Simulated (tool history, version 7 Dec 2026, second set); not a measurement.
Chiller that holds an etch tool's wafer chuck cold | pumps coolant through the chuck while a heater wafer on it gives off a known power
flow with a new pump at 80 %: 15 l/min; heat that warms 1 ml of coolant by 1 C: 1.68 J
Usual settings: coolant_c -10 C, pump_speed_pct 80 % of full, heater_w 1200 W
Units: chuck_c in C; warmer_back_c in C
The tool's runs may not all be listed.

run	hour	coolant_c	pump_speed_pct	heater_w	chuck_c	warmer_back_c
1	0	-10	80	1200	-0.6	3
2	114.2	-10	80	1200	-0.6	3.06
3	246.2	-10	80	1200	-0.4	3.03
4	316.8	-10	94	1200	-1.7	2.53
5	390.7	-10	80	1200	-0.6	3.07
6	473.1	-10	80	1394	1.2	3.58
7	563.7	-10	80	1394	1	3.56
8	670.6	-10	80	1546	2.3	3.91
9	798.1	-13	63	1540	2.4	5.1
10	922.9	-13	63	1540	2.4	5.08

Some steps in chuck_c between neighbouring runs. How much of each would the tool show without its hidden state too (settings, what came in, random variation), and how much is left for the hidden state, with any gauge scatter that isn't in both results?
The hidden state here: heat passed by the chuck's channels, % of clean ones'; flow at a given pump speed, % of a new pump's; coolant's true temperature over the reading, C; drift of the gauge itself on chuck_c, C; drift of the gauge itself on warmer_back_c, C.
Run 5 -> 6: heater_w 1200 -> 1394. chuck_c +1.8 C: hidden state +0.2, all else +1.6.
Run 8 -> 9: coolant_c -10 -> -13, pump_speed_pct 80 -> 63, heater_w 1546 -> 1540. chuck_c +0.1 C: hidden state +0.3, all else -0.2.
